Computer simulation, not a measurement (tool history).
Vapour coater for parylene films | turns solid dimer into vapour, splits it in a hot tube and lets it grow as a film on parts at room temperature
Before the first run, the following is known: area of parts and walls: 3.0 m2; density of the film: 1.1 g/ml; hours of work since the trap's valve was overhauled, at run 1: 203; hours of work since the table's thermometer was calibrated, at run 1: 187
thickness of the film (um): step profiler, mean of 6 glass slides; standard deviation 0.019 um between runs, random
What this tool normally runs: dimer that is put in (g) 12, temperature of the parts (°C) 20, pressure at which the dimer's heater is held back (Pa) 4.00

run	hour	dimer that is put in (g)	temperature of the parts (°C)	pressure at which the dimer's heater is held back (Pa)	hours of work since the trap's valve was overhauled	hours of work since the table's thermometer was calibrated	thickness of the film (um)
1	0.0	12	20	4.00	203	187	2.40
2	12.7	12	20	4.00	212	196	2.42
3	22.3	12	20	4.00	219	203	2.41
4	36.3	6	20	4.00	229	213	1.18
5	44.6	6	20	4.00	235	218	1.21
6	57.8	6	20	4.00	244	228	1.20
7	70.9	12	20	4.00	253	237	2.37
8	85.7	12	20	4.00	264	248	2.39
9	93.4	7	20	4.00	269	253	1.38
10	107.0	7	20	4.00	279	263	1.39
11	122.8	7	20	4.00	290	274	1.39
12	131.9	7	20	4.00	297	280	1.39
# hour 151.0: trap's valve overhauled
13	151.0	7	20	4.00	0	291	1.53
14	167.1	7	20	4.00	11	303	1.51
15	179.3	17	20	4.00	20	311	3.69
16	188.9	12	20	4.00	27	318	2.58
17	199.0	12	20	4.00	34	325	2.56
18	214.2	12	20	5.90	45	336	2.40
19	229.2	12	20	5.90	56	347	2.40
20	238.7	12	20	5.90	62	353	2.39
21	245.8	12	21	5.90	67	358	2.32
# hour 247.7: table's thermometer calibrated
22	259.0	12	21	5.90	76	8	2.34
23	275.3	12	21	5.90	88	20	2.32
24	282.5	21	21	8.11	93	25	3.83
25	297.5	21	21	8.11	103	35	3.80
26	307.9	7	26	3.95	111	43	1.31
27	325.1	7	26	3.95	123	55	1.29
28	337.7	9	17	8.56	132	64	1.74
29	347.1	9	17	8.56	139	71	1.75
# hour 350.1: table's thermometer calibrated, once more
30	363.0	17	31	5.71	149	9	2.58
31	379.8	6	15	3.73	161	21	1.40
32	394.1	6	15	3.73	171	31	1.37
33	407.9	15	21	3.73	181	41	3.07
34	420.4	14	26	2.89	190	50	2.67
35	434.5	18	13	5.35	200	60	4.05
36	444.3	18	13	5.35	207	67	4.06
37	452.2	6	28	4.00	212	73	1.02
38	467.9	10	17	2.55	224	84	2.33
39	482.1	10	17	2.55	234	94	2.31
40	497.1	10	18	8.91	244	104	1.85
41	513.8	15	16	8.75	256	116	2.85

Alternative continuations, all from the tool just after run 41; predict every row:
A	521.2	12	25	7.04	261	122	?
B	521.2	13	23	10.72	261	122	?
C	521.2	7	16	8.75	261	122	?
D	521.2	12	29	4.00	261	122	?

run	thickness of the film (um)
A	1.94
B	2.02
C	1.30
D	1.94
With the hidden condition removed and each run's random variation left untouched, the same runs would have given:
run	thickness of the film (um)
A	2.10
B	2.20
C	1.41
D	2.11
